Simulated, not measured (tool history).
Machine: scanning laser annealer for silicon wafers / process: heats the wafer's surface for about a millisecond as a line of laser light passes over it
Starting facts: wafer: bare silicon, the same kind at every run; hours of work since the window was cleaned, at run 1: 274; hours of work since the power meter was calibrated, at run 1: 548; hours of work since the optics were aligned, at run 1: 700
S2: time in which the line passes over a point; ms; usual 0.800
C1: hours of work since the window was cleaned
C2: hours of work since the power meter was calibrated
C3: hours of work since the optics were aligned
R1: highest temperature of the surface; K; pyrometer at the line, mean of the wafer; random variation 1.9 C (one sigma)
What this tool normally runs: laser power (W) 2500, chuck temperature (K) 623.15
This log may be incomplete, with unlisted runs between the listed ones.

Run 1, hour 0.0: usual settings; C1 274; C2 548; C3 700. Result: R1 1360.15 K.
Run 2, hour 44.0: usual settings; C1 297; C2 571; C3 723. Result: R1 1359.15 K.
At hour 113.1: window over the wafer cleaned.
Run 3, hour 117.8: usual settings; C1 2; C2 609; C3 760. Result: R1 1341.15 K.
Run 4, hour 172.8: usual settings but laser power (W) 2745; C1 31; C2 638; C3 789. Result: R1 1427.15 K.
Run 5, hour 239.8: usual settings but chuck temperature (K) 643.15; C1 66; C2 673; C3 824. Result: R1 1355.15 K.
Run 6, hour 279.2: usual settings but chuck temperature (K) 643.15; C1 87; C2 693; C3 845. Result: R1 1352.15 K.
Run 7, hour 330.8: usual settings but chuck temperature (K) 643.15; C1 114; C2 720; C3 872. Result: R1 1351.15 K.
Run 8, hour 378.1: usual settings; C1 139; C2 745; C3 897. Result: R1 1330.15 K.
Run 9, hour 449.4: usual settings; C1 176; C2 782; C3 934. Result: R1 1325.15 K.
Run 10, hour 518.5: usual settings; C1 212; C2 819; C3 970. Result: R1 1319.15 K.
At hour 553.4: window over the wafer cleaned, once more.
Run 11, hour 560.3: usual settings; C1 4; C2 839; C3 991. Result: R1 1391.15 K.
Run 12, hour 629.2: usual settings; C1 40; C2 875; C3 1027. Result: R1 1382.15 K.
Run 13, hour 690.5: usual settings; C1 72; C2 908; C3 1059. Result: R1 1379.15 K.
Run 14, hour 739.1: usual settings; C1 97; C2 933; C3 1084. Result: R1 1376.15 K.
Run 15, hour 778.0: usual settings; C1 118; C2 953; C3 1105. Result: R1 1376.15 K.
Run 16, hour 813.7: usual settings but chuck temperature (K) 655.15; C1 136; C2 972; C3 1124. Result: R1 1407.15 K.
Run 17, hour 852.4: usual settings but laser power (W) 2226, chuck temperature (K) 631.15; C1 157; C2 992; C3 1144. Result: R1 1278.15 K.
Run 18, hour 904.8: usual settings but laser power (W) 2226, S2 0.581 ms, chuck temperature (K) 631.15; C1 184; C2 1020; C3 1171. Result: R1 1172.15 K.
Run 19, hour 941.4: usual settings but laser power (W) 2645, S2 0.834 ms, chuck temperature (K) 660.15; C1 203; C2 1039; C3 1190. Result: R1 1478.15 K.
Run 20, hour 993.5: usual settings but laser power (W) 2389; C1 230; C2 1066; C3 1218. Result: R1 1324.15 K.
Run 21, hour 1036.8: usual settings but S2 0.657 ms, chuck temperature (K) 617.15; C1 253; C2 1089; C3 1240. Result: R1 1278.15 K.
Run 22, hour 1108.1: usual settings but laser power (W) 2470, chuck temperature (K) 614.15; C1 290; C2 1126; C3 1278. Result: R1 1340.15 K.
Run 23, hour 1164.5: usual settings but laser power (W) 2470, chuck temperature (K) 614.15; C1 320; C2 1156; C3 1307. Result: R1 1333.15 K.
At hour 1189.5: window over the wafer cleaned.
Run 24, hour 1200.4: usual settings but laser power (W) 2470, chuck temperature (K) 614.15; C1 6; C2 1173; C3 1325. Result: R1 1365.15 K.
Run 25, hour 1234.8: usual settings but laser power (W) 2470, chuck temperature (K) 652.15; C1 24; C2 1191; C3 1343. Result: R1 1406.15 K.
Run 26, hour 1272.6: usual settings but laser power (W) 2521, S2 0.819 ms, chuck temperature (K) 652.15; C1 43; C2 1211; C3 1363. Result: R1 1432.15 K.
Run 27, hour 1321.8: usual settings but laser power (W) 2521, S2 0.819 ms, chuck temperature (K) 652.15; C1 69; C2 1237; C3 1388. Result: R1 1430.15 K.
Run 28, hour 1375.1: usual settings but laser power (W) 2521, S2 0.819 ms, chuck temperature (K) 652.15; C1 97; C2 1265; C3 1416. Result: R1 1425.15 K.

Hidden condition of the tool, last listed run before each entry between runs versus first listed run after:
In the gap between runs 2 and 3: window over the wafer cleaned (hour 113.1)
  light that passes the window, % of a clean one's: 96.89 -> 94.78; laser's true power over the reading, %: 0.52 -> 0.53; width of the line over the set one, %: 1.01 -> 1.05
  measured minus no-state result, R1: -31.00 -> -51.00 K
In the gap between runs 10 and 11: window over the wafer cleaned, once more (hour 553.4)
  light that passes the window, % of a clean one's: 92.53 -> 99.77; laser's true power over the reading, %: 0.62 -> 0.63; width of the line over the set one, %: 1.29 -> 1.31
  measured minus no-state result, R1: -72.00 -> -3.00 K
In the gap between runs 23 and 24: window over the wafer cleaned (hour 1189.5)
  light that passes the window, % of a clean one's: 96.34 -> 99.86; laser's true power over the reading, %: 0.77 -> 0.78; width of the line over the set one, %: 1.67 -> 1.69
  measured minus no-state result, R1: -36.00 -> -2.00 K

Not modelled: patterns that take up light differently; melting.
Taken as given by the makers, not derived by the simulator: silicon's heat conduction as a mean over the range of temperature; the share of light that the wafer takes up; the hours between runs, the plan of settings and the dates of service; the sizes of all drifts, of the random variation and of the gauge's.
